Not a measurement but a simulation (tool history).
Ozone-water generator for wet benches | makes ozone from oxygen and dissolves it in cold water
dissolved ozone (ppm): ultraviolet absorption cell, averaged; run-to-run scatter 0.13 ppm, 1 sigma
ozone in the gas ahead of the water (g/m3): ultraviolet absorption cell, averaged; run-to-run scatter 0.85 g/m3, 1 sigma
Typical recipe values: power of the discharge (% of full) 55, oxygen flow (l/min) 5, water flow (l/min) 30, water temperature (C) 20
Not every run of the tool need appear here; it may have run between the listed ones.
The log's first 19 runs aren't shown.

run     day  power of the discharge (% of full)  oxygen flow (l/min)  water flow (l/min)  water temperature (C)  hours of work since the electrodes were changed  hours of work since the contactor was cleaned  hours of work since the thermometer was calibrated  dissolved ozone (ppm)  ozone in the gas ahead of the water (g/m3)
 20  23.183                                  57                 6.87                  19                     15                                              543                                           1417                                                2838                   19.5                                       118.9
 21  24.492                                  57                 8.35                  28                     15                                              563                                           1436                                                2858                   15.6                                       109.2
 22  25.442                                  57                 7.64                  25                     16                                              577                                           1451                                                2873                   16.3                                       112.7
 23  27.154                                  63                    5                  41                     20                                              603                                           1477                                                2899                   10.4                                       148.4
 24  28.596                                  63                    5                  41                     20                                              625                                           1499                                                2921                   10.2                                       148.1
 25  30.133                                  46                 8.66                  35                     25                                              648                                           1522                                                2944                    9.8                                        94.5
 26  31.458                                  55                    5                  32                     20                                              668                                           1542                                                2964                   12.1                                         136
 27  32.862                                  63                    5                  30                     16                                              690                                           1563                                                2985                   14.1                                       147.2
 28  34.142                                  46                 3.56                  33                     26                                              709                                           1583                                                3005                    9.3                                       145.5
 29  35.825                                  99                 3.83                  33                     18                                              734                                           1608                                                3030                   15.7                                       216.3
 30    36.6                                  51                 5.19                  25                     12                                              746                                           1620                                                3042                   15.4                                       128.3
 31  37.758                                  55                 6.52                  35                     16                                              764                                           1638                                                3059                   12.3                                       120.1
 32  38.925                                  55                 6.52                  35                     16                                              782                                           1655                                                3077                   11.9                                         119
 33  40.242                                  76                 6.52                  36                     13                                              802                                           1675                                                3097                   14.7                                       144.4

Alternative continuations, all from the tool just after run 33; predict every row:
  A  41.225                                  76                 6.52                  36                     13                                              816                                           1690                                                3112                      ?                                           ?
  B  41.225                                  80                    5                  22                     14                                              816                                           1690                                                3112                      ?                                           ?
  C  41.225                                  42                    5                  19                     24                                              816                                           1690                                                3112                      ?                                           ?

run  dissolved ozone (ppm)  ozone in the gas ahead of the water (g/m3)
  A                   14.7                                       144.2
  B                   21.4                                       169.4
  C                   14.4                                       116.5
Had the tool no hidden state, the same runs would have come out as:
run  dissolved ozone (ppm)  ozone in the gas ahead of the water (g/m3)
  A                   14.7                                       144.2
  B                   21.4                                       169.4
  C                   14.4                                       116.5

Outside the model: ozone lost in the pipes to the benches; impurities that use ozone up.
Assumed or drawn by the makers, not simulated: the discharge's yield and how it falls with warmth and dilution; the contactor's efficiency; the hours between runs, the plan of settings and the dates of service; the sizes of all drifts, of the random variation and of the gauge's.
